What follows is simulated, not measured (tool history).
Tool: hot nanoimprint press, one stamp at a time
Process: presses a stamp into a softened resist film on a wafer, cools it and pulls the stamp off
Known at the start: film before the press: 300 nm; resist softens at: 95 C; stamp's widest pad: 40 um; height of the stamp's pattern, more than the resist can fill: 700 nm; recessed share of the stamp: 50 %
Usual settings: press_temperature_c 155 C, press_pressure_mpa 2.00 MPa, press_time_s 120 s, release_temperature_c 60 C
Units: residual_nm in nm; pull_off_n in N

run    hour  press_temperature_c  press_pressure_mpa  press_time_s  release_temperature_c  residual_nm  pull_off_n
  1     0.0                  155                2.00           120                     60        126.3         137
       12.4  -- plate thermocouple calibrated
  2    45.8                  155                2.00           152                     60        107.3         134
       86.6  -- stamp cleaned and given a new release coat
  3   135.3                  155                2.00           151                     60        110.0         112
  4   198.5                  155                2.00           151                     60        111.2         122
      279.4  -- press's hydraulic seals changed and the load cell set to zero
  5   285.5                  155                2.00           139                     60        111.8         132
  6   347.3                  155                2.00           139                     60        112.8         132
  7   404.6                  155                2.00           139                     60        113.5         137
      450.9  -- stamp cleaned and given a new release coat
      492.7  -- plate thermocouple calibrated
  8   492.7                  155                2.15           120                     60        110.8         117
  9   571.0                  155                2.00           120                     60        116.1         122
 10   621.7                  155                1.36           138                     60        133.8         133
 11   673.7                  155                1.36           138                     60        136.9         135
 12   739.5                  155                1.30           120                     63        146.4         130
 13   785.0                  159                2.00           120                     60         94.9         146
      808.0  -- stamp cleaned and given a new release coat
 14   855.8                  165                2.37           120                     48         64.7         144
 15   890.6                  155                2.00           230                     60         93.7         120
      957.6  -- plate thermocouple calibrated
 16   976.1                  155                2.00           230                     60         91.6         122
 17  1041.9                  155                2.00           230                     60         92.1         135

4 ways to go on from here, each from the tool as it stands after run 17. What would each give?
  A  1092.2                  155                2.00            93                     66            ?           ?
  B  1092.2                  155                2.56           107                     58            ?           ?
  C  1092.2                  155                1.58            62                     49            ?           ?
  D  1092.2                  167                1.41           230                     60            ?           ?

run  residual_nm  pull_off_n
  A        131.8         121
  B        111.3         141
  C        169.4         166
  D         57.4         135
Without the tool's hidden state the same runs would have given:
run  residual_nm  pull_off_n
  A        126.1         100
  B        105.5         117
  C        163.6         138
  D         55.2         112
